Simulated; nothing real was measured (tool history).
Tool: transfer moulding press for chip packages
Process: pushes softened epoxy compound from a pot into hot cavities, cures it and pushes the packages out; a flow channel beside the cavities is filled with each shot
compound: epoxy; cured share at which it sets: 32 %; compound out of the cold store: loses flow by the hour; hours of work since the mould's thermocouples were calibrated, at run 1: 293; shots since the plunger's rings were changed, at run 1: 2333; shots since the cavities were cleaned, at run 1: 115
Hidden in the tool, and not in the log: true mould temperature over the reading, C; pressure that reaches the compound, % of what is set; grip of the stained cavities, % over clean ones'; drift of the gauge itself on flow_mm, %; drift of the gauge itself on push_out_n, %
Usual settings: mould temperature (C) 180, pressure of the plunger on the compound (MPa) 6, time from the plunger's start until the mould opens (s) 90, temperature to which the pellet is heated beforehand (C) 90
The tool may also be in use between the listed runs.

run,hour,mould temperature (C),pressure of the plunger on the compound (MPa),time from the plunger's start until the mould opens (s),temperature to which the pellet is heated beforehand (C),hours of work since the mould's thermocouples were calibrated,shots since the plunger's rings were changed,shots since the cavities were cleaned,incoming compound's hours out of the cold store,length that the compound runs in the flow channel (mm),greatest force on the pins that push the packages out (N)
1,0,180,6,90,90,293,2333,115,36.8,549,627
2,12.9,181,6,90,90,299,2456,238,31,553,648
3,24.9,181,6,90,90,305,2570,352,46.7,535,696
4,39.9,181,6,90,90,313,2713,495,38.7,541,734
5,56.7,181,6,90,90,321,2873,655,38.6,542,792
# hour 59.6: cavities cleaned with cleaning compound and waxed
6,71.3,181,6,90,90,327,2999,112,40.1,540,809
# hour 87.5: cavities cleaned with cleaning compound and waxed, once more
7,88.6,178,5.5,88,88,335,3149,11,30.8,534,675
8,99.8,178,5.5,88,88,341,3255,117,16.8,547,767

Forecast run 9:
9,112.5,178,5.5,88,88,347,3377,239,20.7,?,?

Run 9 gave length that the compound runs in the flow channel (mm) 545, greatest force on the pins that push the packages out (N) 796.
Without the tool's hidden state the same run would have given length that the compound runs in the flow channel (mm) 561, greatest force on the pins that push the packages out (N) 649.
